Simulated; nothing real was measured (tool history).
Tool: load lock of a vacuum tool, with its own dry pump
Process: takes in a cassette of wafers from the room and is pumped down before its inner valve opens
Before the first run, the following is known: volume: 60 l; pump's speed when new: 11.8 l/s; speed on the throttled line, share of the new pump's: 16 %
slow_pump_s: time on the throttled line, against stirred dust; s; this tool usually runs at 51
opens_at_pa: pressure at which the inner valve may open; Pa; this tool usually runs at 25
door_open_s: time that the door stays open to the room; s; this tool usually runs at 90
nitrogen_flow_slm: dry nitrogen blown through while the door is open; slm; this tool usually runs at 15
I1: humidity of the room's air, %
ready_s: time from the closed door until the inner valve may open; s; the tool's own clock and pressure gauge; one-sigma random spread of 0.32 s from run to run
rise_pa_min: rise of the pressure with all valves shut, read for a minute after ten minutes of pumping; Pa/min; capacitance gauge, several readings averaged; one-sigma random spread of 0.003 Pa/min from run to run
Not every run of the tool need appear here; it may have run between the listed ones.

run 1 hour=0.0 | slow_pump_s=51 opens_at_pa=25 door_open_s=90 nitrogen_flow_slm=15 | I1=47.7 | ready_s=91.3 rise_pa_min=0.260
run 2 hour=332.4 | slow_pump_s=51 opens_at_pa=25 door_open_s=90 nitrogen_flow_slm=8 | I1=42.7 | ready_s=90.5 rise_pa_min=0.271
run 3 hour=693.2 | slow_pump_s=51 opens_at_pa=25 door_open_s=90 nitrogen_flow_slm=8 | I1=43.4 | ready_s=91.1 rise_pa_min=0.292
run 4 hour=1038.0 | slow_pump_s=76 opens_at_pa=25 door_open_s=90 nitrogen_flow_slm=15 | I1=45.7 | ready_s=112.3 rise_pa_min=0.286
run 5 hour=1414.3 | slow_pump_s=76 opens_at_pa=25 door_open_s=90 nitrogen_flow_slm=15 | I1=45.0 | ready_s=110.9 rise_pa_min=0.307
run 6 hour=1795.8 | slow_pump_s=76 opens_at_pa=25 door_open_s=90 nitrogen_flow_slm=15 | I1=44.0 | ready_s=111.6 rise_pa_min=0.316
run 7 hour=2087.5 | slow_pump_s=51 opens_at_pa=25 door_open_s=90 nitrogen_flow_slm=15 | I1=42.0 | ready_s=91.2 rise_pa_min=0.328
run 8 hour=2308.3 | slow_pump_s=51 opens_at_pa=25 door_open_s=90 nitrogen_flow_slm=15 | I1=46.9 | ready_s=91.5 rise_pa_min=0.327
-- hour=2605.0 dry pump taken out, an overhauled one fitted
run 9 hour=2652.0 | slow_pump_s=51 opens_at_pa=25 door_open_s=90 nitrogen_flow_slm=15 | I1=45.7 | ready_s=85.1 rise_pa_min=0.351
run 10 hour=2941.3 | slow_pump_s=51 opens_at_pa=25 door_open_s=90 nitrogen_flow_slm=15 | I1=47.5 | ready_s=86.0 rise_pa_min=0.351
run 11 hour=3196.6 | slow_pump_s=51 opens_at_pa=25 door_open_s=90 nitrogen_flow_slm=15 | I1=44.4 | ready_s=85.6 rise_pa_min=0.363
run 12 hour=3634.5 | slow_pump_s=51 opens_at_pa=31 door_open_s=90 nitrogen_flow_slm=15 | I1=40.8 | ready_s=84.5 rise_pa_min=0.365
run 13 hour=4056.5 | slow_pump_s=51 opens_at_pa=31 door_open_s=90 nitrogen_flow_slm=15 | I1=42.9 | ready_s=84.5 rise_pa_min=0.400
run 14 hour=4389.9 | slow_pump_s=51 opens_at_pa=31 door_open_s=90 nitrogen_flow_slm=15 | I1=46.7 | ready_s=84.6 rise_pa_min=0.403
run 15 hour=4575.7 | slow_pump_s=51 opens_at_pa=31 door_open_s=90 nitrogen_flow_slm=15 | I1=46.6 | ready_s=85.2 rise_pa_min=0.404
run 16 hour=4918.1 | slow_pump_s=51 opens_at_pa=25 door_open_s=90 nitrogen_flow_slm=15 | I1=44.3 | ready_s=86.2 rise_pa_min=0.413
run 17 hour=5212.9 | slow_pump_s=51 opens_at_pa=25 door_open_s=90 nitrogen_flow_slm=15 | I1=43.8 | ready_s=86.1 rise_pa_min=0.418
run 18 hour=5394.2 | slow_pump_s=51 opens_at_pa=25 door_open_s=90 nitrogen_flow_slm=15 | I1=44.3 | ready_s=86.1 rise_pa_min=0.437
run 19 hour=5737.5 | slow_pump_s=94 opens_at_pa=37 door_open_s=175 nitrogen_flow_slm=9 | I1=42.1 | ready_s=120.1 rise_pa_min=0.460
run 20 hour=6013.4 | slow_pump_s=94 opens_at_pa=37 door_open_s=175 nitrogen_flow_slm=9 | I1=48.4 | ready_s=120.7 rise_pa_min=0.495
run 21 hour=6199.7 | slow_pump_s=98 opens_at_pa=27 door_open_s=44 nitrogen_flow_slm=11 | I1=45.0 | ready_s=125.5 rise_pa_min=0.451
run 22 hour=6584.8 | slow_pump_s=61 opens_at_pa=28 door_open_s=38 nitrogen_flow_slm=12 | I1=47.3 | ready_s=94.7 rise_pa_min=0.471
run 23 hour=6901.0 | slow_pump_s=61 opens_at_pa=28 door_open_s=38 nitrogen_flow_slm=12 | I1=43.4 | ready_s=94.8 rise_pa_min=0.491
run 24 hour=7113.1 | slow_pump_s=61 opens_at_pa=28 door_open_s=38 nitrogen_flow_slm=12 | I1=42.3 | ready_s=94.1 rise_pa_min=0.501
run 25 hour=7353.0 | slow_pump_s=51 opens_at_pa=21 door_open_s=90 nitrogen_flow_slm=4 | I1=43.9 | ready_s=87.9 rise_pa_min=0.529
run 26 hour=7609.8 | slow_pump_s=60 opens_at_pa=50 door_open_s=71 nitrogen_flow_slm=16 | I1=44.7 | ready_s=91.1 rise_pa_min=0.508
run 27 hour=7934.5 | slow_pump_s=54 opens_at_pa=19 door_open_s=90 nitrogen_flow_slm=15 | I1=40.9 | ready_s=91.0 rise_pa_min=0.527
run 28 hour=8218.7 | slow_pump_s=45 opens_at_pa=25 door_open_s=90 nitrogen_flow_slm=25 | I1=44.2 | ready_s=81.9 rise_pa_min=0.532
run 29 hour=8647.2 | slow_pump_s=45 opens_at_pa=25 door_open_s=90 nitrogen_flow_slm=25 | I1=43.0 | ready_s=82.8 rise_pa_min=0.555
run 30 hour=8943.5 | slow_pump_s=52 opens_at_pa=22 door_open_s=90 nitrogen_flow_slm=15 | I1=45.1 | ready_s=89.4 rise_pa_min=0.563
run 31 hour=9204.8 | slow_pump_s=52 opens_at_pa=22 door_open_s=90 nitrogen_flow_slm=15 | I1=43.7 | ready_s=88.7 rise_pa_min=0.575
run 32 hour=9454.8 | slow_pump_s=52 opens_at_pa=22 door_open_s=26 nitrogen_flow_slm=21 | I1=42.6 | ready_s=89.0 rise_pa_min=0.579
-- hour=9517.2 door's seal changed, seat wiped
run 33 hour=9901.6 | slow_pump_s=51 opens_at_pa=25 door_open_s=30 nitrogen_flow_slm=15 | I1=41.4 | ready_s=87.4 rise_pa_min=0.014
run 34 hour=10221.7 | slow_pump_s=51 opens_at_pa=25 door_open_s=67 nitrogen_flow_slm=5 | I1=43.7 | ready_s=88.0 rise_pa_min=0.035
run 35 hour=10539.9 | slow_pump_s=51 opens_at_pa=49 door_open_s=90 nitrogen_flow_slm=8 | I1=42.3 | ready_s=83.9 rise_pa_min=0.032
run 36 hour=10942.8 | slow_pump_s=51 opens_at_pa=49 door_open_s=90 nitrogen_flow_slm=20 | I1=42.9 | ready_s=84.6 rise_pa_min=0.037

Selected run-to-run steps in ready_s, each split into two signed amounts: the part the tool would show with no hidden state at all (from settings, incoming material and random variation), and the remainder, which goes to the hidden state together with any gauge scatter not common to the measured and the hidden-state-free results:
Unlogged tool condition in this case: pump's speed, % of a new pump's; leak at the door's seal, Pa l/s; drift of the gauge itself on ready_s, %; drift of the gauge itself on rise_pa_min, %.
Run 3 -> 4: slow_pump_s 51 -> 76, nitrogen_flow_slm 8 -> 15. ready_s +21.2 s: hidden state -0.5, all else +21.7.
Run 6 -> 7: slow_pump_s 76 -> 51. ready_s -20.4 s: hidden state +0.9, all else -21.3.
Run 8 -> 9: dry pump taken out, an overhauled one fitted. ready_s -6.4 s: hidden state -6.4, all else +0.0.
Run 18 -> 19: slow_pump_s 51 -> 94, opens_at_pa 25 -> 37, door_open_s 90 -> 175, nitrogen_flow_slm 15 -> 9. ready_s +34.0 s: hidden state -0.2, all else +34.2.
Run 21 -> 22: slow_pump_s 98 -> 61, opens_at_pa 27 -> 28, door_open_s 44 -> 38, nitrogen_flow_slm 11 -> 12. ready_s -30.8 s: hidden state +0.4, all else -31.2.

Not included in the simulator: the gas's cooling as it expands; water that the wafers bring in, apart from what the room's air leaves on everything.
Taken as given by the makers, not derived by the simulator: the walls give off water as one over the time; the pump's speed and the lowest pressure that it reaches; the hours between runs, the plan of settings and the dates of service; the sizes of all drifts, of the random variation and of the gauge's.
